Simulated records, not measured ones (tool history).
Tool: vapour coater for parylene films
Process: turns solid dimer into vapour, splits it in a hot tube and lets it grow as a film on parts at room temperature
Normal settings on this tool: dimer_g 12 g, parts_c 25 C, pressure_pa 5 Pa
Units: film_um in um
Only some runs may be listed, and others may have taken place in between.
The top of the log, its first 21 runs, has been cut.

run	hour	dimer_g	parts_c	pressure_pa	film_um
22	1220.6	12	25	5	2.89
23	1275.3	13	25	5	3.1
24	1330.9	13	25	5	3.09
# hour 1336.8: table's thermometer calibrated
25	1389.8	13	31	5	2.67
26	1457.2	19	34	5	3.59
27	1525.4	17	25	5	3.92
28	1568.7	11	20	3.74	2.97
# hour 1595.7: trap's valve overhauled
29	1644.8	17	21	5	4.79
# hour 1710.1: table's thermometer calibrated, once more
30	1717.8	17	21	5	4.67
31	1779.8	8	19	7.32	2.13
32	1834.8	8	19	7.32	2.12
33	1902.2	7	20	7.32	1.79
34	1947.3	19	23	6.87	4.58
35	1998.3	12	25	2.21	3.34
36	2078.3	12	25	2.21	3.31
37	2127.7	15	30	5.47	3.12
38	2206.3	15	30	5.47	3.07
39	2261.2	12	25	3.71	2.94
40	2336.4	12	25	6.43	2.62
# hour 2393.6: trap's valve overhauled
41	2397.3	7	25	4.88	1.82

Estimate the outcome of run 42 from the log above:
42	2475.9	7	25	4.88	?

film_um: 1.81 um
Had the tool carried no hidden state, the very same run would have given film_um 1.83 um.
